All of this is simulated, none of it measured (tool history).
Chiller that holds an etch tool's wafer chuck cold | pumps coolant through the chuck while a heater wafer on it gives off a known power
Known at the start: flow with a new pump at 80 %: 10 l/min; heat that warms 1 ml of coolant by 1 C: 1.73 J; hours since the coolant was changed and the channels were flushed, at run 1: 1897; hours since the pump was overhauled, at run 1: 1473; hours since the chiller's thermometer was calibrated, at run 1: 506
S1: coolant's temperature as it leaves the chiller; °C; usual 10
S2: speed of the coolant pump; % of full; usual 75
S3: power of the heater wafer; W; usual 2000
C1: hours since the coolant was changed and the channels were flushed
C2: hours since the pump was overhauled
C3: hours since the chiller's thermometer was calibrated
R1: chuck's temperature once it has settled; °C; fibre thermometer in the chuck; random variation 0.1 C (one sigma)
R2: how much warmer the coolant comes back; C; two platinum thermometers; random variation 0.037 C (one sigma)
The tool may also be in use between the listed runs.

{"run": 1, "hour": 0.0, "S1": 10, "S2": 75, "S3": 2000, "C1": 1897, "C2": 1473, "C3": 506, "R1": 29.1, "R2": 7.68}
{"run": 2, "hour": 27.3, "S1": 10, "S2": 78, "S3": 2000, "C1": 1924, "C2": 1501, "C3": 534, "R1": 28.3, "R2": 7.37}
{"run": 3, "hour": 56.6, "S1": 10, "S2": 75, "S3": 2000, "C1": 1953, "C2": 1530, "C3": 563, "R1": 29.2, "R2": 7.66}
{"run": 4, "hour": 83.0, "S1": 10, "S2": 75, "S3": 2000, "C1": 1980, "C2": 1556, "C3": 589, "R1": 29.1, "R2": 7.74}
{"run": 5, "hour": 125.5, "S1": 10, "S2": 71, "S3": 2000, "C1": 2022, "C2": 1599, "C3": 632, "R1": 29.9, "R2": 8.2}
{"run": 6, "hour": 153.8, "S1": 12, "S2": 71, "S3": 2000, "C1": 2051, "C2": 1627, "C3": 660, "R1": 32.0, "R2": 8.08}
{"run": 7, "hour": 195.5, "S1": 12, "S2": 71, "S3": 2000, "C1": 2092, "C2": 1669, "C3": 702, "R1": 32.1, "R2": 8.15}
{"hour": 203.8, "done": "coolant pump overhauled"}
{"run": 8, "hour": 221.0, "S1": 10, "S2": 66, "S3": 2000, "C1": 2113, "C2": 17, "C3": 722, "R1": 31.4, "R2": 8.88}
{"run": 9, "hour": 244.0, "S1": 10, "S2": 66, "S3": 2000, "C1": 2136, "C2": 40, "C3": 745, "R1": 31.4, "R2": 8.87}
{"run": 10, "hour": 288.5, "S1": 10, "S2": 69, "S3": 2000, "C1": 2180, "C2": 85, "C3": 790, "R1": 30.5, "R2": 8.56}
{"hour": 306.1, "done": "coolant pump overhauled, once more"}
{"run": 11, "hour": 326.4, "S1": 10, "S2": 75, "S3": 2862, "C1": 2213, "C2": 20, "C3": 823, "R1": 36.6, "R2": 10.57}
{"run": 12, "hour": 347.2, "S1": 10, "S2": 75, "S3": 2862, "C1": 2234, "C2": 41, "C3": 844, "R1": 36.9, "R2": 10.6}
{"run": 13, "hour": 386.8, "S1": 19, "S2": 75, "S3": 1142, "C1": 2273, "C2": 81, "C3": 883, "R1": 29.6, "R2": 4.21}
{"run": 14, "hour": 430.7, "S1": 19, "S2": 75, "S3": 1163, "C1": 2317, "C2": 125, "C3": 927, "R1": 30.0, "R2": 4.34}
{"run": 15, "hour": 455.7, "S1": 19, "S2": 75, "S3": 1163, "C1": 2342, "C2": 150, "C3": 952, "R1": 30.0, "R2": 4.29}
{"run": 16, "hour": 501.5, "S1": 19, "S2": 75, "S3": 1163, "C1": 2388, "C2": 195, "C3": 998, "R1": 30.1, "R2": 4.32}
{"run": 17, "hour": 528.7, "S1": 20, "S2": 98, "S3": 2014, "C1": 2415, "C2": 223, "C3": 1025, "R1": 35.8, "R2": 5.78}
{"run": 18, "hour": 553.6, "S1": 12, "S2": 98, "S3": 2014, "C1": 2440, "C2": 247, "C3": 1050, "R1": 27.7, "R2": 5.75}
{"run": 19, "hour": 590.3, "S1": 3, "S2": 75, "S3": 2000, "C1": 2477, "C2": 284, "C3": 1087, "R1": 21.9, "R2": 7.36}

Forecast each of these 4 alternatives for the next run:
{"run": "A", "hour": 611.5, "S1": 4, "S2": 70, "S3": 1578, "C1": 2498, "C2": 305, "C3": 1108, "R1": "?", "R2": "?"}
{"run": "B", "hour": 611.5, "S1": 3, "S2": 87, "S3": 1724, "C1": 2498, "C2": 305, "C3": 1108, "R1": "?", "R2": "?"}
{"run": "C", "hour": 611.5, "S1": 3, "S2": 60, "S3": 2000, "C1": 2498, "C2": 305, "C3": 1108, "R1": "?", "R2": "?"}
{"run": "D", "hour": 611.5, "S1": 14, "S2": 69, "S3": 1394, "C1": 2498, "C2": 305, "C3": 1108, "R1": "?", "R2": "?"}

run=A R1=19.7 R2=6.29
run=B R1=17.7 R2=5.61
run=C R1=25.3 R2=9.31
run=D R1=27.9 R2=5.67
Without the tool's hidden state the same runs would have given:
run=A R1=18.7 R2=6.25
run=B R1=16.7 R2=5.57
run=C R1=23.8 R2=9.25
run=D R1=26.9 R2=5.63
